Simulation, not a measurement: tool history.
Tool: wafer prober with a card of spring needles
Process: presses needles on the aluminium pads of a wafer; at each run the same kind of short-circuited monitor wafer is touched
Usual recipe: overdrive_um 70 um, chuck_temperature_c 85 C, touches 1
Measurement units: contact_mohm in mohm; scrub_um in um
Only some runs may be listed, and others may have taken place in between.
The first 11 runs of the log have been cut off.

| run | hour | overdrive_um | chuck_temperature_c | touches | touches since the tips were cleaned | cleanings since the card got new needles | touches since the first contact's height was set | contact_mohm | scrub_um |
|---|---|---|---|---|---|---|---|---|---|
|  | 106.1 | tips cleaned on abrasive film |
| 12 | 106.4 | 82 | 85 | 1 | 163 | 9 | 62622 | 156 | 14.75 |
| 13 | 115.9 | 82 | 85 | 1 | 4311 | 9 | 66770 | 155 | 14.65 |
|  | 122.4 | tips cleaned on abrasive film |
| 14 | 122.6 | 70 | 85 | 1 | 93 | 10 | 69622 | 159 | 12.57 |
| 15 | 131.3 | 70 | 85 | 1 | 3894 | 10 | 73423 | 156 | 12.58 |
|  | 138.3 | tips cleaned on abrasive film |
| 16 | 139.7 | 70 | 85 | 2 | 635 | 11 | 77049 | 156 | 12.55 |
| 17 | 149.1 | 70 | 85 | 2 | 4751 | 11 | 81165 | 160 | 12.52 |
|  | 153.8 | tips cleaned on abrasive film |
| 18 | 159.1 | 76 | 53 | 3 | 2309 | 12 | 85451 | 151 | 13.63 |
| 19 | 164.5 | 77 | 53 | 3 | 4670 | 12 | 87812 | 151 | 13.88 |
|  | 169.4 | tips cleaned on abrasive film |
| 20 | 175.0 | 65 | 85 | 2 | 2462 | 13 | 92369 | 157 | 11.62 |
| 21 | 184.1 | 65 | 85 | 3 | 6410 | 13 | 96317 | 157 | 11.60 |
|  | 184.7 | tips cleaned on abrasive film |
| 22 | 196.7 | 65 | 61 | 1 | 5199 | 14 | 101763 | 153 | 11.56 |
|  | 200.1 | tips cleaned on abrasive film |
| 23 | 202.7 | 53 | 78 | 2 | 1104 | 15 | 104335 | 160 | 9.42 |
| 24 | 212.2 | 53 | 78 | 2 | 5276 | 15 | 108507 | 159 | 9.43 |
|  | 216.1 | tips cleaned on abrasive film |
| 25 | 222.7 | 79 | 53 | 3 | 2884 | 16 | 113047 | 152 | 14.07 |
| 26 | 229.7 | 79 | 53 | 3 | 5940 | 16 | 116103 | 152 | 14.07 |
|  | 232.0 | tips cleaned on abrasive film |
| 27 | 235.2 | 79 | 53 | 3 | 1395 | 17 | 118432 | 153 | 14.08 |
| 28 | 244.5 | 79 | 72 | 3 | 5482 | 17 | 122519 | 156 | 13.94 |
|  | 247.9 | tips cleaned on abrasive film |
| 29 | 251.1 | 79 | 72 | 3 | 1395 | 18 | 125315 | 155 | 14.02 |
| 30 | 257.4 | 54 | 78 | 2 | 4169 | 18 | 128089 | 156 | 9.58 |
|  | 264.0 | tips cleaned on abrasive film |
| 31 | 267.2 | 63 | 78 | 3 | 1429 | 19 | 132329 | 155 | 11.14 |
| 32 | 279.0 | 63 | 78 | 3 | 6571 | 19 | 137471 | 156 | 11.12 |
|  | 279.9 | tips cleaned on abrasive film |
|  | 281.0 | gauge calibrated |
| 33 | 286.1 | 63 | 69 | 2 | 2736 | 20 | 140534 | 156 | 11.45 |
|  | 295.8 | tips cleaned on abrasive film |
| 34 | 298.1 | 70 | 25 | 1 | 1010 | 21 | 145726 | 147 | 12.74 |

Branching from run 34: 3 alternative next runs. What would each branch give?
| A | 305.5 | 70 | 25 | 1 | 4214 | 21 | 148930 | ? | ? |
| B | 305.5 | 83 | 85 | 1 | 4214 | 21 | 148930 | ? | ? |
| C | 305.5 | 70 | 25 | 2 | 4214 | 21 | 148930 | ? | ? |

| run | contact_mohm | scrub_um |
|---|---|---|
| A | 146 | 12.62 |
| B | 158 | 15.08 |
| C | 144 | 12.71 |
With no hidden state in the tool, these same runs would have given:
| run | contact_mohm | scrub_um |
|---|---|---|
| A | 145 | 12.66 |
| B | 157 | 15.12 |
| C | 143 | 12.75 |
